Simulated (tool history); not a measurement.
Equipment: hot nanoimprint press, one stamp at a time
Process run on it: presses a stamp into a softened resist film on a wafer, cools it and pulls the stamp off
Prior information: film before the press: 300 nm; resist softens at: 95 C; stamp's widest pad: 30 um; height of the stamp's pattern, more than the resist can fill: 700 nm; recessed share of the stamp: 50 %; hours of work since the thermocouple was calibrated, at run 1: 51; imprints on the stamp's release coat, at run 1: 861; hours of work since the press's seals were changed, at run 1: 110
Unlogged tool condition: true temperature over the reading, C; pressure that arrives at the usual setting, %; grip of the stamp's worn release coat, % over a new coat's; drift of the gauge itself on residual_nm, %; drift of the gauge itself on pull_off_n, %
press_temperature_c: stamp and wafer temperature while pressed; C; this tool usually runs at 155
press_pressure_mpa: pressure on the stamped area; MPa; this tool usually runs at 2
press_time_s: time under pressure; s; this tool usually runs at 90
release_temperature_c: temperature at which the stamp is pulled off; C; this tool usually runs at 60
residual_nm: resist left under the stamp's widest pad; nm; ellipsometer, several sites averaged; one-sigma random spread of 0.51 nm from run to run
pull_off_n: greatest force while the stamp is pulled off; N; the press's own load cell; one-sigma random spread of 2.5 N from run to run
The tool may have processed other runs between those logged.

run,hour,press_temperature_c,press_pressure_mpa,press_time_s,release_temperature_c,hours of work since the thermocouple was calibrated,imprints on the stamp's release coat,hours of work since the press's seals were changed,residual_nm,pull_off_n
1,0,155,2,90,60,51,861,110,110,144
2,8,155,1.52,90,60,55,875,113,123.5,151
3,17.6,155,1.52,90,56,59,891,117,122.9,152
4,26.6,155,1.52,90,56,62,906,121,124.1,157
5,31.9,155,1.52,90,56,65,915,123,122.6,153
6,41.3,155,2,90,60,68,931,127,109.3,148
7,51.5,155,2,90,60,73,949,131,109.7,147
8,58,155,2,170,60,75,960,134,82.5,152
9,65.7,151,2.43,116,48,79,973,137,118.9,174
10,73.3,155,2,48,45,82,986,140,141.1,190
11,79.6,165,1.67,84,65,84,996,143,62.1,138
12,88.9,158,1.66,66,49,88,1012,147,110,178
13,100.1,152,3.15,165,53,93,1031,151,83.4,171

Run 14 is up next; what results do you expect?
14,108.4,152,3.15,165,53,96,1045,155,?,?

residual_nm: 84 nm
pull_off_n: 169 N
Take away the tool's hidden state, keep the run-to-run variation as it was, and the same run would have given residual_nm 85.9 nm, pull_off_n 124 N.

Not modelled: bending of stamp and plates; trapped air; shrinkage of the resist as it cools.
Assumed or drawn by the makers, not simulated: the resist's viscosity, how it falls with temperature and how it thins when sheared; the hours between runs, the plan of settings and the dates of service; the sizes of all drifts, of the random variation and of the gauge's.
